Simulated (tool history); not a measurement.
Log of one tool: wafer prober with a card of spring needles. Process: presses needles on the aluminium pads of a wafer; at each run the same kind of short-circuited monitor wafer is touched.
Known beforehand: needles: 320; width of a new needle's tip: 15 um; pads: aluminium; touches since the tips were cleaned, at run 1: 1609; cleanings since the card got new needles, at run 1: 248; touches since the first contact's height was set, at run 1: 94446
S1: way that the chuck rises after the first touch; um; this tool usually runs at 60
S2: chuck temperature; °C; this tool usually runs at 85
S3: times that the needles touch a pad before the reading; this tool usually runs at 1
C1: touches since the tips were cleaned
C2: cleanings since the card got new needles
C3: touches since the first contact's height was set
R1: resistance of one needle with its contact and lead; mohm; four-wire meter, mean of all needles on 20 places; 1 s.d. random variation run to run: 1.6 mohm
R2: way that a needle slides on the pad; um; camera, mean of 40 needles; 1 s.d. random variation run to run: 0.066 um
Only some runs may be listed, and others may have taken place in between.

| run | day | S1 | S2 | S3 | C1 | C2 | C3 | R1 | R2 |
|---|---|---|---|---|---|---|---|---|---|
| 1 | 0.000 | 60 | 85 | 1 | 1609 | 248 | 94446 | 201 | 15.38 |
|  | 0.204 | tips cleaned on abrasive film |
|  | 0.608 | tips cleaned on abrasive film |
|  | 1.112 | tips cleaned on abrasive film |
|  | 1.517 | tips cleaned on abrasive film |
|  | 1.921 | tips cleaned on abrasive film |
|  | 2.425 | tips cleaned on abrasive film |
|  | 2.829 | tips cleaned on abrasive film |
|  | 3.321 | tips cleaned on abrasive film |
| 2 | 3.321 | 60 | 85 | 1 | 0 | 256 | 117205 | 178 | 15.08 |
|  | 3.825 | tips cleaned on abrasive film |
|  | 4.229 | tips cleaned on abrasive film |
|  | 4.733 | tips cleaned on abrasive film |
|  | 5.238 | tips cleaned on abrasive film |
|  | 5.742 | tips cleaned on abrasive film |
|  | 6.146 | tips cleaned on abrasive film |
|  | 6.650 | tips cleaned on abrasive film |
| 3 | 6.967 | 60 | 85 | 1 | 2202 | 263 | 142269 | 231 | 15.17 |
|  | 7.071 | tips cleaned on abrasive film |
|  | 7.383 | height of the first contact set anew |
|  | 7.488 | tips cleaned on abrasive film |
|  | 7.592 | tips cleaned on abrasive film, once more |
|  | 7.996 | tips cleaned on abrasive film |
|  | 8.500 | tips cleaned on abrasive film |
|  | 9.004 | tips cleaned on abrasive film |
|  | 9.508 | tips cleaned on abrasive film |
|  | 10.012 | tips cleaned on abrasive film |
|  | 10.517 | tips cleaned on abrasive film |
|  | 10.921 | tips cleaned on abrasive film |
| 4 | 11.079 | 60 | 85 | 1 | 1089 | 273 | 25338 | 207 | 15.71 |
|  | 11.383 | tips cleaned on abrasive film |
|  | 11.888 | tips cleaned on abrasive film |
|  | 12.392 | tips cleaned on abrasive film |
|  | 12.896 | tips cleaned on abrasive film |
|  | 13.396 | card fitted with new needles |
|  | 13.800 | tips cleaned on abrasive film |
|  | 14.304 | tips cleaned on abrasive film |
|  | 14.808 | tips cleaned on abrasive film |
| 5 | 14.854 | 60 | 85 | 1 | 301 | 3 | 10001 | 172 | 15.86 |
|  | 15.258 | tips cleaned on abrasive film |
|  | 15.762 | tips cleaned on abrasive film |
|  | 16.267 | tips cleaned on abrasive film |
|  | 16.771 | tips cleaned on abrasive film |
| 6 | 17.050 | 60 | 103 | 1 | 1944 | 7 | 25107 | 192 | 15.75 |
|  | 17.254 | tips cleaned on abrasive film |
|  | 17.658 | tips cleaned on abrasive film |
|  | 18.162 | tips cleaned on abrasive film |
|  | 18.567 | tips cleaned on abrasive film |
|  | 19.071 | tips cleaned on abrasive film |
|  | 19.575 | tips cleaned on abrasive film |
|  | 19.979 | tips cleaned on abrasive film |
|  | 20.388 | tips cleaned on abrasive film |
|  | 20.892 | tips cleaned on abrasive film |
| 7 | 20.908 | 60 | 96 | 1 | 128 | 16 | 51562 | 170 | 15.51 |
|  | 21.312 | tips cleaned on abrasive film |
|  | 21.717 | tips cleaned on abrasive film |
|  | 22.221 | tips cleaned on abrasive film |
|  | 22.725 | tips cleaned on abrasive film |
|  | 23.229 | tips cleaned on abrasive film |
|  | 23.733 | tips cleaned on abrasive film |
| 8 | 23.821 | 60 | 96 | 1 | 598 | 22 | 71557 | 178 | 15.44 |
|  | 24.225 | tips cleaned on abrasive film |
|  | 24.729 | tips cleaned on abrasive film |
|  | 25.233 | tips cleaned on abrasive film |
|  | 25.738 | tips cleaned on abrasive film |
|  | 26.242 | tips cleaned on abrasive film |
|  | 26.746 | tips cleaned on abrasive film |
| 9 | 27.083 | 60 | 96 | 1 | 2345 | 28 | 93994 | 198 | 15.33 |
|  | 27.188 | tips cleaned on abrasive film |
|  | 27.692 | tips cleaned on abrasive film |
|  | 28.196 | tips cleaned on abrasive film |
|  | 28.700 | tips cleaned on abrasive film |
|  | 29.204 | tips cleaned on abrasive film |
|  | 29.608 | tips cleaned on abrasive film |
|  | 30.117 | tips cleaned on abrasive film |
|  | 30.621 | tips cleaned on abrasive film |
| 10 | 30.850 | 60 | 85 | 1 | 1607 | 36 | 119850 | 186 | 15.28 |
|  | 31.054 | tips cleaned on abrasive film |
|  | 31.558 | tips cleaned on abrasive film |
|  | 32.062 | tips cleaned on abrasive film |
|  | 32.567 | tips cleaned on abrasive film |
| 11 | 32.575 | 60 | 85 | 1 | 57 | 40 | 131686 | 169 | 15.10 |
|  | 32.983 | tips cleaned on abrasive film |
|  | 33.488 | tips cleaned on abrasive film |
|  | 33.992 | tips cleaned on abrasive film |
|  | 34.396 | tips cleaned on abrasive film |
|  | 34.508 | height of the first contact set anew |
| 12 | 34.700 | 60 | 85 | 1 | 2034 | 44 | 1341 | 190 | 15.79 |
|  | 34.904 | tips cleaned on abrasive film |
|  | 35.308 | tips cleaned on abrasive film |
|  | 35.812 | tips cleaned on abrasive film |
|  | 36.217 | tips cleaned on abrasive film |
|  | 36.721 | tips cleaned on abrasive film |
|  | 37.129 | tips cleaned on abrasive film |
| 13 | 37.129 | 60 | 85 | 1 | 0 | 50 | 17978 | 164 | 15.80 |
|  | 37.625 | tips cleaned on abrasive film |
|  | 38.129 | tips cleaned on abrasive film |
|  | 38.633 | tips cleaned on abrasive film |
|  | 39.138 | tips cleaned on abrasive film |
|  | 39.642 | tips cleaned on abrasive film |
| 14 | 39.954 | 60 | 85 | 1 | 2172 | 55 | 37418 | 194 | 15.67 |
|  | 40.058 | tips cleaned on abrasive film |
|  | 40.462 | tips cleaned on abrasive film |
|  | 40.967 | tips cleaned on abrasive film |
|  | 41.371 | tips cleaned on abrasive film |
|  | 41.875 | tips cleaned on abrasive film |
| 15 | 42.221 | 77 | 47 | 1 | 2384 | 60 | 52966 | 175 | 20.05 |
|  | 42.325 | tips cleaned on abrasive film |
|  | 42.829 | tips cleaned on abrasive film |
|  | 43.233 | tips cleaned on abrasive film |
|  | 43.738 | tips cleaned on abrasive film |
|  | 44.242 | tips cleaned on abrasive film |
|  | 44.746 | tips cleaned on abrasive film |
|  | 45.250 | tips cleaned on abrasive film |
| 16 | 45.646 | 76 | 47 | 1 | 2721 | 67 | 76472 | 181 | 19.66 |
|  | 45.750 | tips cleaned on abrasive film |
|  | 46.254 | tips cleaned on abrasive film |
|  | 46.758 | tips cleaned on abrasive film |
|  | 47.162 | tips cleaned on abrasive film |
|  | 47.667 | tips cleaned on abrasive film |
|  | 48.171 | tips cleaned on abrasive film |
|  | 48.675 | tips cleaned on abrasive film |
| 17 | 49.012 | 55 | 30 | 3 | 2334 | 74 | 99591 | 176 | 13.95 |
|  | 49.117 | tips cleaned on abrasive film |
|  | 49.621 | tips cleaned on abrasive film |
|  | 50.125 | tips cleaned on abrasive film |
|  | 50.629 | tips cleaned on abrasive film |
|  | 51.133 | tips cleaned on abrasive film |
|  | 51.638 | tips cleaned on abrasive film |
|  | 52.142 | tips cleaned on abrasive film |
|  | 52.642 | tips cleaned on abrasive film |
| 18 | 52.642 | 50 | 29 | 1 | 0 | 82 | 124499 | 163 | 12.46 |
|  | 53.146 | tips cleaned on abrasive film |
|  | 53.650 | tips cleaned on abrasive film |
|  | 54.054 | tips cleaned on abrasive film |
|  | 54.558 | tips cleaned on abrasive film |
|  | 55.062 | tips cleaned on abrasive film |
|  | 55.567 | tips cleaned on abrasive film |
|  | 55.679 | height of the first contact set anew |
| 19 | 55.908 | 60 | 63 | 1 | 2273 | 88 | 1579 | 192 | 15.80 |
|  | 56.012 | tips cleaned on abrasive film |
|  | 56.517 | tips cleaned on abrasive film |
|  | 57.021 | tips cleaned on abrasive film |
|  | 57.525 | tips cleaned on abrasive film |
|  | 58.029 | tips cleaned on abrasive film |
|  | 58.533 | tips cleaned on abrasive film |
| 20 | 58.783 | 60 | 63 | 1 | 1723 | 94 | 21315 | 188 | 15.80 |
|  | 58.988 | tips cleaned on abrasive film |
|  | 59.492 | tips cleaned on abrasive film |
|  | 59.896 | tips cleaned on abrasive film |
|  | 60.400 | tips cleaned on abrasive film |
|  | 60.904 | tips cleaned on abrasive film |
|  | 61.350 | tips cleaned on abrasive film |
| 21 | 61.350 | 60 | 63 | 1 | 0 | 100 | 38931 | 162 | 15.66 |

Branching from run 21: 3 alternative next runs. What would each branch give?
|  | 61.854 | tips cleaned on abrasive film |
|  | 62.358 | tips cleaned on abrasive film |
|  | 62.762 | tips cleaned on abrasive film |
|  | 63.267 | tips cleaned on abrasive film |
|  | 63.771 | tips cleaned on abrasive film |
|  | 64.275 | tips cleaned on abrasive film |
|  | 64.679 | tips cleaned on abrasive film |
|  | 65.183 | tips cleaned on abrasive film |
| A | 65.488 | 49 | 63 | 1 | 2101 | 108 | 67359 | ? | ? |
|  | 61.854 | tips cleaned on abrasive film |
|  | 62.358 | tips cleaned on abrasive film |
|  | 62.762 | tips cleaned on abrasive film |
|  | 63.267 | tips cleaned on abrasive film |
|  | 63.771 | tips cleaned on abrasive film |
|  | 64.275 | tips cleaned on abrasive film |
|  | 64.679 | tips cleaned on abrasive film |
|  | 65.183 | tips cleaned on abrasive film |
| B | 65.488 | 42 | 26 | 3 | 2101 | 108 | 67359 | ? | ? |
|  | 61.854 | tips cleaned on abrasive film |
|  | 62.358 | tips cleaned on abrasive film |
|  | 62.762 | tips cleaned on abrasive film |
|  | 63.267 | tips cleaned on abrasive film |
|  | 63.771 | tips cleaned on abrasive film |
|  | 64.275 | tips cleaned on abrasive film |
|  | 64.679 | tips cleaned on abrasive film |
|  | 65.183 | tips cleaned on abrasive film |
| C | 65.488 | 67 | 39 | 1 | 2101 | 108 | 67359 | ? | ? |

| run | R1 | R2 |
|---|---|---|
| A | 218 | 12.61 |
| B | 182 | 10.71 |
| C | 186 | 17.31 |
Without the tool's hidden state the same runs would have given:
| run | R1 | R2 |
|---|---|---|
| A | 164 | 12.98 |
| B | 154 | 11.07 |
| C | 155 | 17.67 |

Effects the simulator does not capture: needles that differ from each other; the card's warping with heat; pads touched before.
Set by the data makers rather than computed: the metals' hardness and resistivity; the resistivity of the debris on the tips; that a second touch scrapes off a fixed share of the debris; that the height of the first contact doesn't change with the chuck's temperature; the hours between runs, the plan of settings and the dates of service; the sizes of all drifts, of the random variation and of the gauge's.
